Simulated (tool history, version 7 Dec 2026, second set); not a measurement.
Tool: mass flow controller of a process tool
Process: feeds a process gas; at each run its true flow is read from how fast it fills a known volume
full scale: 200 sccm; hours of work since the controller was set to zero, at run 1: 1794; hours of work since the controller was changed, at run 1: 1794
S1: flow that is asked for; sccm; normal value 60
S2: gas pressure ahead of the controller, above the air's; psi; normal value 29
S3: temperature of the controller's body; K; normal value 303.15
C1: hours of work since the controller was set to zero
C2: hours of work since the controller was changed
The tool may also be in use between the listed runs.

run 1 hour=0 | S1=60 S2=29 S3=303.15 | C1=1794 C2=1794 | true_flow_(%)=99.77
run 2 hour=113.7 | S1=60 S2=29 S3=303.15 | C1=1844 C2=1844 | true_flow_(%)=99.85
run 3 hour=201 | S1=60 S2=29 S3=303.15 | C1=1881 C2=1881 | true_flow_(%)=99.77
run 4 hour=291.4 | S1=60 S2=29 S3=303.15 | C1=1921 C2=1921 | true_flow_(%)=99.8
run 5 hour=349.2 | S1=60 S2=29 S3=303.15 | C1=1946 C2=1946 | true_flow_(%)=99.73
run 6 hour=450.4 | S1=60 S2=29 S3=311.15 | C1=1989 C2=1989 | true_flow_(%)=99.97
run 7 hour=571.8 | S1=60 S2=29 S3=303.15 | C1=2042 C2=2042 | true_flow_(%)=99.82
run 8 hour=678.6 | S1=60 S2=29 S3=303.15 | C1=2088 C2=2088 | true_flow_(%)=99.92
run 9 hour=763.7 | S1=60 S2=29 S3=303.15 | C1=2125 C2=2125 | true_flow_(%)=99.88
run 10 hour=825.4 | S1=181 S2=29 S3=303.15 | C1=2152 C2=2152 | true_flow_(%)=100.01
run 11 hour=916.2 | S1=181 S2=29 S3=303.15 | C1=2191 C2=2191 | true_flow_(%)=100.19
run 12 hour=980.4 | S1=181 S2=29 S3=303.15 | C1=2219 C2=2219 | true_flow_(%)=100.04
run 13 hour=1044.7 | S1=181 S2=29 S3=303.15 | C1=2247 C2=2247 | true_flow_(%)=100.03
run 14 hour=1103.2 | S1=181 S2=29 S3=303.15 | C1=2272 C2=2272 | true_flow_(%)=100
run 15 hour=1182.8 | S1=181 S2=29 S3=303.15 | C1=2307 C2=2307 | true_flow_(%)=100.09
run 16 hour=1311.2 | S1=181 S2=29 S3=303.15 | C1=2362 C2=2362 | true_flow_(%)=99.98
run 17 hour=1425.6 | S1=181 S2=29 S3=303.15 | C1=2412 C2=2412 | true_flow_(%)=99.98
run 18 hour=1510.6 | S1=60 S2=26.7 S3=303.15 | C1=2449 C2=2449 | true_flow_(%)=99.92
run 19 hour=1585.9 | S1=60 S2=29 S3=303.15 | C1=2481 C2=2481 | true_flow_(%)=99.86
run 20 hour=1654.4 | S1=153 S2=29 S3=303.15 | C1=2511 C2=2511 | true_flow_(%)=100.1
run 21 hour=1755.4 | S1=153 S2=29 S3=303.15 | C1=2555 C2=2555 | true_flow_(%)=100.14
run 22 hour=1843.6 | S1=60 S2=26.1 S3=303.15 | C1=2593 C2=2593 | true_flow_(%)=99.89
run 23 hour=1959.1 | S1=60 S2=29 S3=303.15 | C1=2643 C2=2643 | true_flow_(%)=99.79
run 24 hour=2056 | S1=60 S2=29 S3=303.15 | C1=2685 C2=2685 | true_flow_(%)=99.76
run 25 hour=2163.9 | S1=60 S2=29 S3=311.15 | C1=2731 C2=2731 | true_flow_(%)=100.11
run 26 hour=2236.5 | S1=60 S2=29 S3=311.15 | C1=2763 C2=2763 | true_flow_(%)=100.05
run 27 hour=2365.7 | S1=80 S2=33.5 S3=299.15 | C1=2819 C2=2819 | true_flow_(%)=99.38
run 28 hour=2450.2 | S1=80 S2=33.5 S3=299.15 | C1=2855 C2=2855 | true_flow_(%)=99.44
run 29 hour=2538 | S1=80 S2=33.5 S3=299.15 | C1=2893 C2=2893 | true_flow_(%)=99.35
run 30 hour=2596.4 | S1=114 S2=25.8 S3=312.15 | C1=2919 C2=2919 | true_flow_(%)=100.33
run 31 hour=2700.2 | S1=114 S2=25.8 S3=312.15 | C1=2964 C2=2964 | true_flow_(%)=100.3
run 32 hour=2798.8 | S1=114 S2=25.8 S3=312.15 | C1=3006 C2=3006 | true_flow_(%)=100.33
run 33 hour=2904.8 | S1=101 S2=20.9 S3=307.15 | C1=3052 C2=3052 | true_flow_(%)=100.33
run 34 hour=3024.4 | S1=102 S2=36.8 S3=309.15 | C1=3104 C2=3104 | true_flow_(%)=99.59
run 35 hour=3139.5 | S1=102 S2=31 S3=298.15 | C1=3154 C2=3154 | true_flow_(%)=99.62
run 36 hour=3207 | S1=102 S2=31 S3=298.15 | C1=3183 C2=3183 | true_flow_(%)=99.65
run 37 hour=3291.4 | S1=60 S2=20.6 S3=297.15 | C1=3220 C2=3220 | true_flow_(%)=100.13
run 38 hour=3401.8 | S1=37 S2=29 S3=303.15 | C1=3268 C2=3268 | true_flow_(%)=99.72
run 39 hour=3459.7 | S1=89 S2=29 S3=299.15 | C1=3293 C2=3293 | true_flow_(%)=99.68
run 40 hour=3553.9 | S1=89 S2=29 S3=299.15 | C1=3333 C2=3333 | true_flow_(%)=99.75
run 41 hour=3645.2 | S1=36 S2=29 S3=299.15 | C1=3373 C2=3373 | true_flow_(%)=99.61
run 42 hour=3741.6 | S1=36 S2=29 S3=299.15 | C1=3415 C2=3415 | true_flow_(%)=99.68
run 43 hour=3808.1 | S1=82 S2=36.8 S3=304.15 | C1=3444 C2=3444 | true_flow_(%)=99.48
run 44 hour=3909.7 | S1=137 S2=24.7 S3=304.15 | C1=3488 C2=3488 | true_flow_(%)=100.26
run 45 hour=4025.9 | S1=60 S2=29 S3=295.15 | C1=3538 C2=3538 | true_flow_(%)=99.47
run 46 hour=4151.7 | S1=44 S2=21.2 S3=306.15 | C1=3592 C2=3592 | true_flow_(%)=100.33
run 47 hour=4225.9 | S1=24 S2=20.7 S3=295.15 | C1=3624 C2=3624 | true_flow_(%)=99.95
run 48 hour=4299.1 | S1=24 S2=20.7 S3=295.15 | C1=3656 C2=3656 | true_flow_(%)=99.96

4 ways to go on from here, each from the tool as it stands after run 48. What would each give?
run A hour=4389.5 | S1=31 S2=20.7 S3=295.15 | C1=3695 C2=3695 | true_flow_(%)=?
run B hour=4389.5 | S1=78 S2=32.6 S3=295.15 | C1=3695 C2=3695 | true_flow_(%)=?
run C hour=4389.5 | S1=24 S2=38.1 S3=302.15 | C1=3695 C2=3695 | true_flow_(%)=?
run D hour=4389.5 | S1=60 S2=35 S3=303.15 | C1=3695 C2=3695 | true_flow_(%)=?

run=A true_flow_(%)=99.82
run=B true_flow_(%)=99.33
run=C true_flow_(%)=99.32
run=D true_flow_(%)=99.52
Without the tool's unlogged condition, the same runs would have read:
run=A true_flow_(%)=99.8
run=B true_flow_(%)=99.33
run=C true_flow_(%)=99.29
run=D true_flow_(%)=99.52

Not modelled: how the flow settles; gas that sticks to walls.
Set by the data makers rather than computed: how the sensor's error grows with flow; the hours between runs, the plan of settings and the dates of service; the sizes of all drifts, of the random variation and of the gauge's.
